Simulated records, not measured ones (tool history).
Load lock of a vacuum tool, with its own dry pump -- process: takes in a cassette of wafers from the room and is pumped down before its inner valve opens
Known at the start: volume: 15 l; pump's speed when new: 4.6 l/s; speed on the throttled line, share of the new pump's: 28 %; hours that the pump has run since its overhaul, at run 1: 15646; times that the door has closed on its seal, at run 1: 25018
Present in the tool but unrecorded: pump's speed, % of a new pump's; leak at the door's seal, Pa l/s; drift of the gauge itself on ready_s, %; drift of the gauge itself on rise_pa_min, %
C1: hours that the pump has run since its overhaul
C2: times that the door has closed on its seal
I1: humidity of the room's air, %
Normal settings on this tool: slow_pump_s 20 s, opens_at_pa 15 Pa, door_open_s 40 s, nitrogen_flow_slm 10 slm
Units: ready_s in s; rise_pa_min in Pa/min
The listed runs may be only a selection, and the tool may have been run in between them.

run 1 hour=0 | slow_pump_s=20 opens_at_pa=15 door_open_s=40 nitrogen_flow_slm=10 | C1=15646 C2=25018 | I1=43.9 | ready_s=44 rise_pa_min=0.045
run 2 hour=177.1 | slow_pump_s=20 opens_at_pa=15 door_open_s=40 nitrogen_flow_slm=10 | C1=15823 C2=25650 | I1=41.9 | ready_s=44.3 rise_pa_min=0.041
run 3 hour=351.2 | slow_pump_s=20 opens_at_pa=15 door_open_s=40 nitrogen_flow_slm=10 | C1=15997 C2=26270 | I1=44.4 | ready_s=43.3 rise_pa_min=0.046
run 4 hour=469.7 | slow_pump_s=11 opens_at_pa=15 door_open_s=40 nitrogen_flow_slm=10 | C1=16116 C2=26693 | I1=46.7 | ready_s=37.2 rise_pa_min=0.047
run 5 hour=697.3 | slow_pump_s=11 opens_at_pa=15 door_open_s=40 nitrogen_flow_slm=10 | C1=16343 C2=27504 | I1=47.5 | ready_s=36.6 rise_pa_min=0.045
run 6 hour=949 | slow_pump_s=11 opens_at_pa=15 door_open_s=40 nitrogen_flow_slm=10 | C1=16595 C2=28402 | I1=47.8 | ready_s=37.3 rise_pa_min=0.044
run 7 hour=1071.7 | slow_pump_s=20 opens_at_pa=19 door_open_s=40 nitrogen_flow_slm=10 | C1=16718 C2=28839 | I1=47.3 | ready_s=42.7 rise_pa_min=0.047
run 8 hour=1196.7 | slow_pump_s=20 opens_at_pa=19 door_open_s=40 nitrogen_flow_slm=10 | C1=16843 C2=29285 | I1=44.8 | ready_s=43.1 rise_pa_min=0.044
run 9 hour=1363.4 | slow_pump_s=20 opens_at_pa=19 door_open_s=40 nitrogen_flow_slm=10 | C1=17009 C2=29879 | I1=43.4 | ready_s=42.6 rise_pa_min=0.045
run 10 hour=1632.3 | slow_pump_s=20 opens_at_pa=19 door_open_s=40 nitrogen_flow_slm=10 | C1=17278 C2=30837 | I1=45.2 | ready_s=43 rise_pa_min=0.046
run 11 hour=1763.9 | slow_pump_s=20 opens_at_pa=28 door_open_s=40 nitrogen_flow_slm=10 | C1=17410 C2=31307 | I1=45.5 | ready_s=41.8 rise_pa_min=0.051
run 12 hour=2022.1 | slow_pump_s=20 opens_at_pa=28 door_open_s=40 nitrogen_flow_slm=10 | C1=17668 C2=32227 | I1=42 | ready_s=41 rise_pa_min=0.045
run 13 hour=2194.1 | slow_pump_s=20 opens_at_pa=28 door_open_s=40 nitrogen_flow_slm=10 | C1=17840 C2=32840 | I1=43.7 | ready_s=41 rise_pa_min=0.045
run 14 hour=2318.8 | slow_pump_s=17 opens_at_pa=24 door_open_s=69 nitrogen_flow_slm=10 | C1=17965 C2=33285 | I1=42.2 | ready_s=39.9 rise_pa_min=0.056
run 15 hour=2442.8 | slow_pump_s=17 opens_at_pa=24 door_open_s=69 nitrogen_flow_slm=10 | C1=18089 C2=33727 | I1=47.6 | ready_s=39.3 rise_pa_min=0.067
run 16 hour=2562.3 | slow_pump_s=12 opens_at_pa=15 door_open_s=238 nitrogen_flow_slm=10 | C1=18208 C2=34153 | I1=42.2 | ready_s=37.5 rise_pa_min=0.119
run 17 hour=2720.4 | slow_pump_s=11 opens_at_pa=14 door_open_s=238 nitrogen_flow_slm=10 | C1=18366 C2=34717 | I1=49.4 | ready_s=37.7 rise_pa_min=0.142
run 18 hour=2922.5 | slow_pump_s=31 opens_at_pa=15 door_open_s=40 nitrogen_flow_slm=4 | C1=18569 C2=35437 | I1=41.5 | ready_s=51.9 rise_pa_min=0.052
run 19 hour=3049.1 | slow_pump_s=31 opens_at_pa=15 door_open_s=40 nitrogen_flow_slm=4 | C1=18695 C2=35889 | I1=46.8 | ready_s=51.7 rise_pa_min=0.053
run 20 hour=3260.1 | slow_pump_s=31 opens_at_pa=21 door_open_s=40 nitrogen_flow_slm=6 | C1=18906 C2=36641 | I1=45.4 | ready_s=49.9 rise_pa_min=0.051
run 21 hour=3464.6 | slow_pump_s=37 opens_at_pa=27 door_open_s=39 nitrogen_flow_slm=22 | C1=19111 C2=37370 | I1=46.9 | ready_s=53.8 rise_pa_min=0.036
run 22 hour=3626.1 | slow_pump_s=39 opens_at_pa=29 door_open_s=54 nitrogen_flow_slm=38 | C1=19272 C2=37946 | I1=45.8 | ready_s=55.1 rise_pa_min=0.03
run 23 hour=3839.4 | slow_pump_s=39 opens_at_pa=29 door_open_s=54 nitrogen_flow_slm=38 | C1=19485 C2=38706 | I1=44.5 | ready_s=54.7 rise_pa_min=0.026
run 24 hour=4004.3 | slow_pump_s=36 opens_at_pa=29 door_open_s=54 nitrogen_flow_slm=6 | C1=19650 C2=39294 | I1=47.8 | ready_s=52.1 rise_pa_min=0.067
run 25 hour=4273.6 | slow_pump_s=14 opens_at_pa=29 door_open_s=84 nitrogen_flow_slm=6 | C1=19920 C2=40254 | I1=45.1 | ready_s=36.4 rise_pa_min=0.082
run 26 hour=4510.4 | slow_pump_s=14 opens_at_pa=29 door_open_s=233 nitrogen_flow_slm=6 | C1=20156 C2=41099 | I1=48.8 | ready_s=36.7 rise_pa_min=0.167

Alternative continuations, all from the tool just after run 26; predict every row:
run A hour=4767.6 | slow_pump_s=39 opens_at_pa=15 door_open_s=153 nitrogen_flow_slm=15 | C1=20414 C2=42016 | I1=45.7 | ready_s=? rise_pa_min=?
run B hour=4767.6 | slow_pump_s=22 opens_at_pa=10 door_open_s=102 nitrogen_flow_slm=6 | C1=20414 C2=42016 | I1=44.5 | ready_s=? rise_pa_min=?
run C hour=4767.6 | slow_pump_s=14 opens_at_pa=14 door_open_s=75 nitrogen_flow_slm=6 | C1=20414 C2=42016 | I1=46.4 | ready_s=? rise_pa_min=?
run D hour=4767.6 | slow_pump_s=14 opens_at_pa=15 door_open_s=64 nitrogen_flow_slm=10 | C1=20414 C2=42016 | I1=46.2 | ready_s=? rise_pa_min=?

run=A ready_s=56.6 rise_pa_min=0.086
run=B ready_s=46.5 rise_pa_min=0.092
run=C ready_s=39.3 rise_pa_min=0.081
run=D ready_s=39.1 rise_pa_min=0.063
Without the tool's unlogged condition, the same runs would have read:
run=A ready_s=56.6 rise_pa_min=0.085
run=B ready_s=46.5 rise_pa_min=0.091
run=C ready_s=39.2 rise_pa_min=0.08
run=D ready_s=39.1 rise_pa_min=0.062
